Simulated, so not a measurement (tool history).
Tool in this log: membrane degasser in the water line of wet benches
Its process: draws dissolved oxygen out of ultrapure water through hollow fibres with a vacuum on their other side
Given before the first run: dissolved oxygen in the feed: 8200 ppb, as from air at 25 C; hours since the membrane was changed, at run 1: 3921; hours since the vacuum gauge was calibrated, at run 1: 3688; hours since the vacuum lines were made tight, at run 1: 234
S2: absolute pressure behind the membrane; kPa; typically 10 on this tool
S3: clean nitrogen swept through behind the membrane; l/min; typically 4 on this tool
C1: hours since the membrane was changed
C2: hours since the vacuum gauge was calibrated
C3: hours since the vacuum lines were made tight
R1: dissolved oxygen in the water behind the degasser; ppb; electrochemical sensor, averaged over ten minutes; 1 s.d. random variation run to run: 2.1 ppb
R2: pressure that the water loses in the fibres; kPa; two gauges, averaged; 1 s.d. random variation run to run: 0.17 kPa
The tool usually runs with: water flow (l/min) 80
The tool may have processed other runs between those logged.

run 1 hour=0 | water_flow_(l/min)=80 S2=10 S3=4 | C1=3921 C2=3688 C3=234 | R1=339.2 R2=30.99
run 2 hour=190.3 | water_flow_(l/min)=80 S2=10 S3=3.05 | C1=4111 C2=3879 C3=424 | R1=423.2 R2=30.69
run 3 hour=291 | water_flow_(l/min)=53 S2=10 S3=4 | C1=4212 C2=3979 C3=525 | R1=221.6 R2=20.4
run 4 hour=380.6 | water_flow_(l/min)=53 S2=10 S3=4 | C1=4301 C2=4069 C3=615 | R1=217.3 R2=20.58
run 5 hour=542.3 | water_flow_(l/min)=53 S2=10 S3=4 | C1=4463 C2=4231 C3=776 | R1=219.4 R2=20.42
run 6 hour=737.4 | water_flow_(l/min)=80 S2=10 S3=9.1 | C1=4658 C2=4426 C3=971 | R1=184.3 R2=31.07
run 7 hour=872.3 | water_flow_(l/min)=67 S2=10 S3=4 | C1=4793 C2=4561 C3=1106 | R1=280.9 R2=26.18
run 8 hour=1085.4 | water_flow_(l/min)=80 S2=7.5 S3=4 | C1=5006 C2=4774 C3=1319 | R1=241 R2=31.1
run 9 hour=1269.2 | water_flow_(l/min)=80 S2=7.5 S3=4 | C1=5190 C2=4957 C3=1503 | R1=242 R2=31.23
-- hour=1348.4 vacuum gauge calibrated
run 10 hour=1361 | water_flow_(l/min)=80 S2=7.5 S3=4 | C1=5281 C2=13 C3=1594 | R1=255.3 R2=31.48
run 11 hour=1514.2 | water_flow_(l/min)=71 S2=15.5 S3=4 | C1=5434 C2=166 C3=1748 | R1=514 R2=28.07
run 12 hour=1634.7 | water_flow_(l/min)=71 S2=15.5 S3=4 | C1=5555 C2=286 C3=1868 | R1=514.7 R2=28.01
run 13 hour=1755.4 | water_flow_(l/min)=126 S2=9.7 S3=2.98 | C1=5676 C2=407 C3=1989 | R1=738.9 R2=49.63
run 14 hour=1909.9 | water_flow_(l/min)=126 S2=9.7 S3=4.05 | C1=5830 C2=562 C3=2143 | R1=619.1 R2=49.85
run 15 hour=2032.5 | water_flow_(l/min)=64 S2=15.9 S3=4.97 | C1=5953 C2=684 C3=2266 | R1=396.5 R2=25.35
-- hour=2184.8 vacuum gauge calibrated, once more
run 16 hour=2235.3 | water_flow_(l/min)=49 S2=20.6 S3=4.02 | C1=6155 C2=51 C3=2468 | R1=470.8 R2=19.49
run 17 hour=2355.7 | water_flow_(l/min)=49 S2=20.6 S3=4.02 | C1=6275 C2=171 C3=2589 | R1=469.8 R2=19.16
run 18 hour=2539.8 | water_flow_(l/min)=65 S2=8.1 S3=8.22 | C1=6459 C2=355 C3=2773 | R1=109.2 R2=25.89
run 19 hour=2751.7 | water_flow_(l/min)=119 S2=10 S3=4.98 | C1=6671 C2=567 C3=2985 | R1=501 R2=47.43
run 20 hour=2903.2 | water_flow_(l/min)=83 S2=8.3 S3=1.63 | C1=6823 C2=718 C3=3136 | R1=519.3 R2=33

Alternative continuations, all from the tool just after run 20; predict every row:
run A hour=3016.1 | water_flow_(l/min)=80 S2=10 S3=2.04 | C1=6936 C2=831 C3=3249 | R1=? R2=?
run B hour=3016.1 | water_flow_(l/min)=93 S2=18 S3=6.35 | C1=6936 C2=831 C3=3249 | R1=? R2=?
run C hour=3016.1 | water_flow_(l/min)=87 S2=10 S3=2.32 | C1=6936 C2=831 C3=3249 | R1=? R2=?
run D hour=3016.1 | water_flow_(l/min)=83 S2=6.5 S3=1.63 | C1=6936 C2=831 C3=3249 | R1=? R2=?
run E hour=3016.1 | water_flow_(l/min)=88 S2=16.4 S3=6.14 | C1=6936 C2=831 C3=3249 | R1=? R2=?

run=A R1=549.6 R2=32.05
run=B R1=534.8 R2=37.28
run=C R1=551.4 R2=34.79
run=D R1=361.7 R2=33.18
run=E R1=472.7 R2=35.11
Had the tool no hidden state, the same runs would have come out as:
run=A R1=530.5 R2=29.38
run=B R1=508.8 R2=34.16
run=C R1=527.5 R2=31.9
run=D R1=338.7 R2=30.42
run=E R1=449.9 R2=32.18

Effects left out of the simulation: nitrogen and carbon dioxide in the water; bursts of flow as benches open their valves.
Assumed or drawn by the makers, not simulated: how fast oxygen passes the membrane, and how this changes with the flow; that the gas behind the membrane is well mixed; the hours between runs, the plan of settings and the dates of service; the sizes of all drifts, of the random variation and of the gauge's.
